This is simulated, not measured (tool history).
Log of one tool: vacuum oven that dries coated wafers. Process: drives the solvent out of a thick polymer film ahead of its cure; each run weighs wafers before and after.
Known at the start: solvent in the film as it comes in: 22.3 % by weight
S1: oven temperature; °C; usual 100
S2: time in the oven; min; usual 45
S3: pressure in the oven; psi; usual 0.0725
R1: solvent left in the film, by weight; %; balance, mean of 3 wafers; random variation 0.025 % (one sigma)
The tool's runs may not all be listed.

run,day,S1,S2,S3,R1
1,0.000,100,45,0.0725,2.70
2,0.875,100,45,0.0725,2.72
3,1.604,100,45,0.0725,2.72
4,2.558,91,45,0.0725,4.78
5,2.983,91,45,0.0725,4.79
6,3.658,100,45,0.0725,2.72
7,4.200,100,45,0.0725,2.73
8,4.675,100,45,0.0725,2.69
9,5.179,100,47,0.0725,2.50
10,5.821,92,45,0.0725,4.57
11,6.662,92,45,0.0725,4.56
12,7.346,92,45,0.0725,4.57
13,8.171,92,44,0.0725,4.70
14,8.817,92,44,0.0725,4.72
15,9.596,92,23,0.0725,8.96
16,10.621,92,23,0.0725,8.91
17,11.262,100,37,0.0725,3.72
18,12.042,100,45,0.0725,2.74
19,12.821,100,45,0.0725,2.74
20,13.796,100,45,0.0725,2.67
21,14.350,100,45,0.0725,2.70
22,15.250,100,45,0.0725,2.70
23,16.158,100,45,0.0725,2.67
24,16.900,113,45,0.0725,0.88
25,17.767,100,25,0.1434,6.39
26,18.767,100,25,0.1434,6.32
27,19.683,100,25,0.1434,6.36
28,20.621,100,34,0.0722,4.24
29,21.646,100,26,0.0725,5.94
30,22.083,87,33,0.0373,7.91
31,22.796,87,45,0.0544,5.82
32,23.775,85,30,0.0424,9.11
33,24.704,87,52,0.0424,4.91
34,25.521,99,49,0.0725,2.50
35,26.512,100,52,0.0365,2.01
36,26.954,100,60,0.1249,1.59
37,27.900,100,60,0.1249,1.60
38,28.762,94,50,0.0399,3.40
39,29.300,94,50,0.0399,3.33
40,30.150,94,25,0.0822,7.86
41,30.604,94,27,0.0483,7.19
42,31.500,90,36,0.0725,6.52
43,31.992,90,36,0.0725,6.49
44,32.758,87,35,0.1503,7.79
45,33.483,100,45,0.2554,3.12
46,34.204,100,40,0.0416,3.22
47,35.033,108,25,0.0809,4.26

Forecast each of these 4 alternatives for the next run:
A,35.629,95,37,0.0725,?
B,35.629,100,80,0.0725,?
C,35.629,113,25,0.0725,?
D,35.629,109,45,0.0725,?

run,R1
A,4.98
B,0.73
C,3.14
D,1.30
Without the tool's hidden state the same runs would have given:
run,R1
A,4.99
B,0.74
C,3.15
D,1.30
